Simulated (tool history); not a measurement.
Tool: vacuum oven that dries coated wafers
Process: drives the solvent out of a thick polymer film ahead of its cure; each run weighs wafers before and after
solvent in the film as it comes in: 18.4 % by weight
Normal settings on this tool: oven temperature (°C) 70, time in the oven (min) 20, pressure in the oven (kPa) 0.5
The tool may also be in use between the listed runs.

run	day	oven temperature (°C)	time in the oven (min)	pressure in the oven (kPa)	solvent left in the film (%)
1	0	70	20	0.5	2.11
2	0.575	70	20	0.5	2.14
3	1.371	70	20	0.5	2.1
4	2.212	70	20	0.5	2.16
5	2.762	84	20	0.5	0.51
6	3.208	84	20	0.5	0.54
7	4.2	70	20	0.5	2.12
8	5.012	70	20	0.5	2.14
9	6.004	70	20	0.5	2.15
10	6.517	70	20	0.5	2.19
11	7.508	70	20	0.5	2.15
12	8.304	70	20	0.5	2.14
13	9.292	70	20	0.321	2.03
14	10.279	70	20	0.321	1.98
15	10.967	79	20	1.135	1.35
16	11.65	61	27	0.306	2.63
17	12.304	63	20	0.286	3.55
18	12.771	69	28	0.85	1.65
19	13.4	69	20	0.338	2.21
20	14.333	75	20	0.748	1.53
21	14.804	75	20	0.748	1.58
22	15.642	58	24	1.059	5
23	16.362	70	20	0.409	2.1
24	17.108	58	18	0.5	5.74
25	18.121	68	12	0.28	4.84

5 options for the next run, each taken on its own from the tool as it stands now. Forecast them:
A	18.817	77	27	0.403	?
B	18.817	65	20	0.5	?
C	18.817	83	34	1.034	?
D	18.817	70	20	1.582	?
E	18.817	70	14	0.5	?

run	solvent left in the film (%)
A	0.56
B	3.27
C	0.58
D	3.09
E	3.78
With the hidden condition removed and each run's random variation left untouched, the same runs would have given:
run	solvent left in the film (%)
A	0.48
B	2.95
C	0.53
D	2.8
E	3.46
